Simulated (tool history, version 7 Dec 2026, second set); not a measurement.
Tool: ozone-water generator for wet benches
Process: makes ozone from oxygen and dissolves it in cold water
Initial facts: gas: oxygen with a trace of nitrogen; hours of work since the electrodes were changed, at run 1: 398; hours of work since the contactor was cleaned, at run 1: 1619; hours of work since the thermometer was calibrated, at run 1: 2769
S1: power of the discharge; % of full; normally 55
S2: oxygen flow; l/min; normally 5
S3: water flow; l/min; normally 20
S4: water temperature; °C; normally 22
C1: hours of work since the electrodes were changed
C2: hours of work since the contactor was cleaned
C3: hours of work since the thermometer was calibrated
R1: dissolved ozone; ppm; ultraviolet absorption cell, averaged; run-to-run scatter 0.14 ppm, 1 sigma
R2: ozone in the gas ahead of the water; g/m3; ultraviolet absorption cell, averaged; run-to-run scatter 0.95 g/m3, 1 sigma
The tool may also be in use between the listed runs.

Run 1, hour 0.0: usual settings; C1 398; C2 1619; C3 2769. Result: R1 16.2 ppm, R2 162.3 g/m3.
Run 2, hour 39.3: usual settings but S1 67 % of full; C1 431; C2 1652; C3 2802. Result: R1 19.3 ppm, R2 192.3 g/m3.
Run 3, hour 69.9: usual settings but S1 67 % of full; C1 457; C2 1678; C3 2828. Result: R1 19.5 ppm, R2 195.6 g/m3.
Run 4, hour 101.2: usual settings but S1 67 % of full; C1 484; C2 1704; C3 2854. Result: R1 19.6 ppm, R2 195.7 g/m3.
Run 5, hour 132.4: usual settings but S1 67 % of full; C1 510; C2 1731; C3 2880. Result: R1 19.4 ppm, R2 195.3 g/m3.
Run 6, hour 163.9: usual settings but S1 67 % of full; C1 537; C2 1757; C3 2907. Result: R1 19.7 ppm, R2 192.8 g/m3.
Run 7, hour 185.2: usual settings but S1 67 % of full; C1 555; C2 1775; C3 2925. Result: R1 19.3 ppm, R2 195.8 g/m3.
Run 8, hour 204.5: usual settings but S1 67 % of full; C1 571; C2 1792; C3 2941. Result: R1 19.6 ppm, R2 194.3 g/m3.
Run 9, hour 225.2: usual settings; C1 588; C2 1809; C3 2959. Result: R1 16.3 ppm, R2 160.8 g/m3.
Run 10, hour 263.4: usual settings; C1 621; C2 1841; C3 2991. Result: R1 16.3 ppm, R2 161.0 g/m3.
Run 11, hour 295.5: usual settings but S4 30 °C; C1 648; C2 1869; C3 3018. Result: R1 14.4 ppm, R2 162.4 g/m3.
Run 12, hour 322.8: usual settings but S4 30 °C; C1 671; C2 1892; C3 3041. Result: R1 14.3 ppm, R2 161.8 g/m3.
Run 13, hour 344.5: usual settings but S4 20 °C; C1 689; C2 1910; C3 3060. Result: R1 16.7 ppm, R2 162.1 g/m3.
Run 14, hour 385.1: usual settings but S1 90 % of full; C1 724; C2 1944; C3 3094. Result: R1 25.5 ppm, R2 253.4 g/m3.
Run 15, hour 420.0: usual settings but S1 90 % of full; C1 753; C2 1974; C3 3124. Result: R1 25.2 ppm, R2 252.4 g/m3.
Run 16, hour 459.3: usual settings; C1 786; C2 2007; C3 3157. Result: R1 16.5 ppm, R2 162.3 g/m3.

Predict the results of run 17:
Run 17, hour 505.7: usual settings; C1 826; C2 2046; C3 3196. Result: R1 ?, R2 ?.

For run 17 the tool returned R1 16.2 ppm, R2 161.4 g/m3.
If the tool had no hidden condition, the same run with the same run-to-run variation would have returned R1 16.2 ppm, R2 161.5 g/m3.

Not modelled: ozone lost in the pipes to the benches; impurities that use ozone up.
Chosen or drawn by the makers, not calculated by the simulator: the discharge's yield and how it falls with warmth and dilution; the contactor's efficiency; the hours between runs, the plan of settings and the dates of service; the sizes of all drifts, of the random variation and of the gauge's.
